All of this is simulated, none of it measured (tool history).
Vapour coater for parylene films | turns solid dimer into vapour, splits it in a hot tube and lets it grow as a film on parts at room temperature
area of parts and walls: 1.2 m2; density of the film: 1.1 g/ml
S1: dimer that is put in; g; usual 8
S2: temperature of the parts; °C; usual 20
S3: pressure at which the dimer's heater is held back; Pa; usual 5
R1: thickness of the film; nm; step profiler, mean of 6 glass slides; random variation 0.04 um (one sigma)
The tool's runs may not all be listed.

run 1 hour=0 | S1=8 S2=20 S3=5 | R1=4150
run 2 hour=73.2 | S1=14 S2=20 S3=5 | R1=7150
run 3 hour=130.6 | S1=14 S2=20 S3=5 | R1=6980
run 4 hour=176.6 | S1=14 S2=20 S3=5 | R1=7070
-- hour=210.6 trap's valve overhauled
run 5 hour=216.5 | S1=14 S2=20 S3=5 | R1=7760
run 6 hour=263.8 | S1=14 S2=25 S3=5 | R1=6660
run 7 hour=349.2 | S1=14 S2=25 S3=5 | R1=6530
run 8 hour=389.8 | S1=12 S2=25 S3=5 | R1=5670
run 9 hour=466.2 | S1=12 S2=24 S3=5 | R1=5780
run 10 hour=502.9 | S1=8 S2=13 S3=5 | R1=5190
run 11 hour=555.7 | S1=8 S2=20 S3=10.54 | R1=3760
run 12 hour=624.6 | S1=8 S2=21 S3=5 | R1=4080
run 13 hour=670.7 | S1=8 S2=21 S3=5 | R1=4100
run 14 hour=719.2 | S1=8 S2=21 S3=5 | R1=4070
run 15 hour=782.1 | S1=8 S2=21 S3=5 | R1=4090
run 16 hour=852.7 | S1=8 S2=21 S3=5 | R1=4030
run 17 hour=926.6 | S1=8 S2=20 S3=5 | R1=4110
-- hour=998.3 trap's valve overhauled
run 18 hour=998.3 | S1=8 S2=20 S3=2.48 | R1=4910
run 19 hour=1074.3 | S1=8 S2=20 S3=6.37 | R1=4340
run 20 hour=1152.3 | S1=8 S2=20 S3=5.7 | R1=4270
run 21 hour=1227.5 | S1=8 S2=20 S3=5 | R1=4370
run 22 hour=1265.3 | S1=8 S2=20 S3=5 | R1=4370
-- hour=1340.7 table's thermometer calibrated
run 23 hour=1340.7 | S1=8 S2=16 S3=5 | R1=4700
run 24 hour=1392.9 | S1=8 S2=16 S3=5 | R1=4620

Run 25 comes next. What will it give?
run 25 hour=1476 | S1=12 S2=20 S3=9.52 | R1=?

R1: 5590 nm
Without the tool's hidden state the same run would have given R1 5900 nm.
